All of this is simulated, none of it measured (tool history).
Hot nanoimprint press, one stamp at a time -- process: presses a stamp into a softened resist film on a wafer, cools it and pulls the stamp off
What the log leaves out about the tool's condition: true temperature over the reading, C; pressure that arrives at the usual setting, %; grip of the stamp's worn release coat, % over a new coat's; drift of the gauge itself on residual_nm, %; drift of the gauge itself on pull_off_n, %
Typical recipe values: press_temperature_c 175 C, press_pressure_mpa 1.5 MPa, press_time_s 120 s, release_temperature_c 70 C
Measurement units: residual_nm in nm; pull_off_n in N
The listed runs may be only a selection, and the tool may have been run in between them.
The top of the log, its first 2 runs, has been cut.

run   hour  press_temperature_c  press_pressure_mpa  press_time_s  release_temperature_c  hours of work since the thermocouple was calibrated  imprints on the stamp's release coat  hours of work since the press's seals were changed  residual_nm  pull_off_n
  3   11.6                  175                 1.5           120                     70                                                  169                                   809                                                 183         71.4         257
  4   18.2                  175                 1.5           120                     70                                                  172                                   831                                                 186         71.9         264
  5     24                  175                2.18           120                     70                                                  175                                   851                                                 189           57         246
  6   29.7                  175                 1.5           148                     70                                                  178                                   869                                                 192           67         252
  7   36.7                  175                 1.5           148                     70                                                  182                                   893                                                 196         66.2         252
  8   43.2                  175                 1.5           120                     70                                                  186                                   914                                                 199         71.1         249
  9   52.4                  175                 1.5           120                     70                                                  190                                   945                                                 204           71         248
        56  -- plate thermocouple calibrated
 10   62.5                  175                 1.5           120                     70                                                    3                                   969                                                 208         70.9         261
 11   71.7                  175                 1.5           120                     70                                                    8                                  1000                                                 213         70.4         257
      80.4  -- plate thermocouple calibrated, once more
 12     81                  175                0.92           120                     70                                                    0                                  1020                                                 216         95.3         261
 13   87.3                  175                 1.5           120                     70                                                    4                                  1042                                                 220         72.4         257
 14   97.4                  175                 1.5           125                     70                                                    9                                  1075                                                 225         71.4         250
 15  101.6                  175                 1.5           120                     55                                                   11                                  1089                                                 227         72.1         349
 16  108.1                  175                 1.5           120                     55                                                   15                                  1111                                                 231         71.7         342
 17  114.6                  175                 1.5           120                     55                                                   18                                  1133                                                 234         72.3         354
 18  121.6                  177                1.91            64                     77                                                   22                                  1156                                                 238         72.6         218
 19  128.7                  175                 1.5           120                     62                                                   26                                  1180                                                 242         72.8         302
 20    137                  177                0.97           120                     70                                                   30                                  1207                                                 246         86.3         256
 21  141.2                  177                0.97           120                     70                                                   32                                  1221                                                 248         86.1         267
 22    147                  175                 1.5           179                     70                                                   35                                  1241                                                 251         62.1         260
 23  156.1                  175                 1.5           179                     70                                                   40                                  1271                                                 256         62.2         263
 24  160.6                  175                 1.5           179                     70                                                   43                                  1286                                                 259         62.3         263

The next listed run, before its measurement:
 25  170.7                  175                 1.5           179                     70                                                   48                                  1320                                                 264            ?           ?

{"run 25": {"residual_nm": 62.2, "pull_off_n": 261}}
Had the tool carried no hidden state, the very same run would have given residual_nm 62.3 nm, pull_off_n 226 N.
